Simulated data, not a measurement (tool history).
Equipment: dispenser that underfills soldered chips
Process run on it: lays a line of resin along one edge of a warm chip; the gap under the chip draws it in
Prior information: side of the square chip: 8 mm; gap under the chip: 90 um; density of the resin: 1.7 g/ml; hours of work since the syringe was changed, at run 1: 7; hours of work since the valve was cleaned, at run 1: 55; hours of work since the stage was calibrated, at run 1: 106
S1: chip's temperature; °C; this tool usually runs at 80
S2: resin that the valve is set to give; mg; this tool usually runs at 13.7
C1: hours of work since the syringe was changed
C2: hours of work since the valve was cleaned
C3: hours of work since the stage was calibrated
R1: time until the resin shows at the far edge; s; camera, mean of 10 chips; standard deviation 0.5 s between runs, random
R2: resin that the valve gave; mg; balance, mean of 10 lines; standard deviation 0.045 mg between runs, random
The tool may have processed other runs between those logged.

run 1 hour=0.0 | S1=80 S2=13.7 | C1=7 C2=55 C3=106 | R1=59.7 R2=13.18
-- hour=0.9 new syringe of resin
run 2 hour=6.6 | S1=80 S2=13.7 | C1=4 C2=60 C3=111 | R1=52.3 R2=13.16
-- hour=10.3 new syringe of resin
run 3 hour=12.8 | S1=80 S2=13.7 | C1=2 C2=64 C3=115 | R1=46.2 R2=13.19
run 4 hour=15.9 | S1=73 S2=13.7 | C1=4 C2=67 C3=118 | R1=72.3 R2=13.08
-- hour=19.4 new syringe of resin
run 5 hour=20.0 | S1=80 S2=15.6 | C1=0 C2=70 C3=121 | R1=41.5 R2=14.86
run 6 hour=26.8 | S1=88 S2=13.7 | C1=6 C2=75 C3=126 | R1=40.9 R2=13.03
-- hour=28.5 new syringe of resin
run 7 hour=30.6 | S1=88 S2=13.7 | C1=2 C2=78 C3=128 | R1=33.6 R2=13.03
run 8 hour=34.2 | S1=88 S2=13.7 | C1=4 C2=80 C3=131 | R1=39.2 R2=12.95
-- hour=37.9 new syringe of resin
run 9 hour=39.4 | S1=88 S2=13.7 | C1=1 C2=84 C3=135 | R1=32.1 R2=13.01
run 10 hour=46.5 | S1=80 S2=13.7 | C1=7 C2=89 C3=140 | R1=61.4 R2=12.85
-- hour=47.3 new syringe of resin
run 11 hour=52.0 | S1=80 S2=13.7 | C1=4 C2=93 C3=144 | R1=51.8 R2=12.83
-- hour=55.9 dispensing valve cleaned and set on the balance
-- hour=57.7 new syringe of resin
run 12 hour=58.9 | S1=80 S2=13.7 | C1=1 C2=2 C3=149 | R1=44.3 R2=13.64
run 13 hour=64.0 | S1=80 S2=13.7 | C1=5 C2=6 C3=152 | R1=55.0 R2=13.65
-- hour=67.1 new syringe of resin
run 14 hour=71.2 | S1=87 S2=14.4 | C1=3 C2=11 C3=158 | R1=36.4 R2=14.25
run 15 hour=74.5 | S1=69 S2=17.1 | C1=6 C2=14 C3=160 | R1=89.7 R2=16.91
-- hour=76.3 new syringe of resin
run 16 hour=78.6 | S1=88 S2=12.4 | C1=2 C2=17 C3=163 | R1=33.5 R2=12.26
run 17 hour=83.9 | S1=77 S2=15.1 | C1=6 C2=21 C3=167 | R1=65.5 R2=14.87
-- hour=85.4 new syringe of resin
run 18 hour=88.8 | S1=77 S2=15.1 | C1=3 C2=24 C3=171 | R1=53.1 R2=14.83
run 19 hour=92.0 | S1=77 S2=15.1 | C1=5 C2=27 C3=173 | R1=62.2 R2=14.90
-- hour=94.8 new syringe of resin
run 20 hour=96.9 | S1=82 S2=16.0 | C1=2 C2=30 C3=177 | R1=40.5 R2=15.75
run 21 hour=103.4 | S1=74 S2=11.8 | C1=7 C2=35 C3=182 | R1=80.9 R2=11.55
-- hour=104.3 new syringe of resin
run 22 hour=110.4 | S1=92 S2=16.0 | C1=5 C2=40 C3=187 | R1=32.1 R2=15.65
-- hour=113.5 new syringe of resin
run 23 hour=116.5 | S1=92 S2=16.0 | C1=2 C2=45 C3=191 | R1=28.3 R2=15.49
-- hour=122.8 new syringe of resin
run 24 hour=123.0 | S1=92 S2=16.0 | C1=0 C2=49 C3=196 | R1=24.9 R2=15.46

Hidden state at the last listed run before each entry between runs and at the first one after, where it differs:
Runs 1 to 2: new syringe of resin (hour 0.9)
  resin's viscosity, % of fresh resin's: 146.2 -> 128.6; dose that the valve gives, % of what is set: 96.36 -> 96.05; true chip temperature over the reading, C: -0.37 -> -0.38
  measured value less the no-hidden-state value, R1: +19.9 -> +12.6 s; R2: -0.50 -> -0.54 mg
Runs 2 to 3: new syringe of resin (hour 10.3)
  resin's viscosity, % of fresh resin's: 128.6 -> 111.4; dose that the valve gives, % of what is set: 96.05 -> 95.76; true chip temperature over the reading, C: -0.38 -> -0.39
  measured value less the no-hidden-state value, R1: +12.6 -> +5.9 s; R2: -0.54 -> -0.58 mg
Runs 4 to 5: new syringe of resin (hour 19.4)
  resin's viscosity, % of fresh resin's: 127.8 -> 103.8; dose that the valve gives, % of what is set: 95.6 -> 95.42; true chip temperature over the reading, C: -0.4 -> -0.41
  measured value less the no-hidden-state value, R1: +17.2 -> +2.5 s; R2: -0.61 -> -0.71 mg
Runs 6 to 7: new syringe of resin (hour 28.5)
  resin's viscosity, % of fresh resin's: 140.1 -> 112.4; dose that the valve gives, % of what is set: 95.12 -> 94.94
  measured value less the no-hidden-state value, R1: +12.6 -> +4.5 s; R2: -0.67 -> -0.69 mg
Runs 8 to 9: new syringe of resin (hour 37.9)
  resin's viscosity, % of fresh resin's: 131.6 -> 107.9; dose that the valve gives, % of what is set: 94.78 -> 94.54; true chip temperature over the reading, C: -0.43 -> -0.44
  measured value less the no-hidden-state value, R1: +10.3 -> +3.3 s; R2: -0.71 -> -0.75 mg
Runs 10 to 11: new syringe of resin (hour 47.3)
  resin's viscosity, % of fresh resin's: 147.6 -> 123.8; dose that the valve gives, % of what is set: 94.17 -> 93.92; true chip temperature over the reading, C: -0.45 -> -0.46
  measured value less the no-hidden-state value, R1: +21.2 -> +11.4 s; R2: -0.80 -> -0.83 mg
Runs 11 to 12: dispensing valve cleaned and set on the balance (hour 55.9); new syringe of resin (hour 57.7)
  resin's viscosity, % of fresh resin's: 123.8 -> 106.1; dose that the valve gives, % of what is set: 93.92 -> 99.7; true chip temperature over the reading, C: -0.46 -> -0.47
  measured value less the no-hidden-state value, R1: +11.4 -> +3.3 s; R2: -0.83 -> -0.05 mg
Runs 13 to 14: new syringe of resin (hour 67.1)
  resin's viscosity, % of fresh resin's: 132.6 -> 120.9; dose that the valve gives, % of what is set: 99.47 -> 99.13; true chip temperature over the reading, C: -0.47 -> -0.49
  measured value less the no-hidden-state value, R1: +14.3 -> +6.9 s; R2: -0.07 -> -0.13 mg
Runs 15 to 16: new syringe of resin (hour 76.3)
  resin's viscosity, % of fresh resin's: 139.8 -> 110.8; dose that the valve gives, % of what is set: 98.99 -> 98.8; true chip temperature over the reading, C: -0.49 -> -0.5
  measured value less the no-hidden-state value, R1: +27.0 -> +4.0 s; R2: -0.17 -> -0.15 mg
Runs 17 to 18: new syringe of resin (hour 85.4)
  resin's viscosity, % of fresh resin's: 139.4 -> 116; dose that the valve gives, % of what is set: 98.54 -> 98.33
  measured value less the no-hidden-state value, R1: +19.5 -> +8.4 s; R2: -0.22 -> -0.25 mg
Runs 19 to 20: new syringe of resin (hour 94.8)
  resin's viscosity, % of fresh resin's: 133.7 -> 110; dose that the valve gives, % of what is set: 98.18 -> 97.94; true chip temperature over the reading, C: -0.52 -> -0.53
  measured value less the no-hidden-state value, R1: +16.8 -> +4.5 s; R2: -0.28 -> -0.33 mg
Runs 21 to 22: new syringe of resin (hour 104.3)
  resin's viscosity, % of fresh resin's: 146.2 -> 130.6; dose that the valve gives, % of what is set: 97.63 -> 97.3; true chip temperature over the reading, C: -0.54 -> -0.55
  measured value less the no-hidden-state value, R1: +27.4 -> +8.1 s; R2: -0.28 -> -0.44 mg
Runs 22 to 23: new syringe of resin (hour 113.5)
  resin's viscosity, % of fresh resin's: 130.6 -> 113.8; dose that the valve gives, % of what is set: 97.3 -> 97.02; true chip temperature over the reading, C: -0.55 -> -0.56
  measured value less the no-hidden-state value, R1: +8.1 -> +4.1 s; R2: -0.44 -> -0.47 mg
Runs 23 to 24: new syringe of resin (hour 122.8)
  resin's viscosity, % of fresh resin's: 113.8 -> 101.2; dose that the valve gives, % of what is set: 97.02 -> 96.72; true chip temperature over the reading, C: -0.56 -> -0.57
  measured value less the no-hidden-state value, R1: +4.1 -> +0.9 s; R2: -0.47 -> -0.53 mg
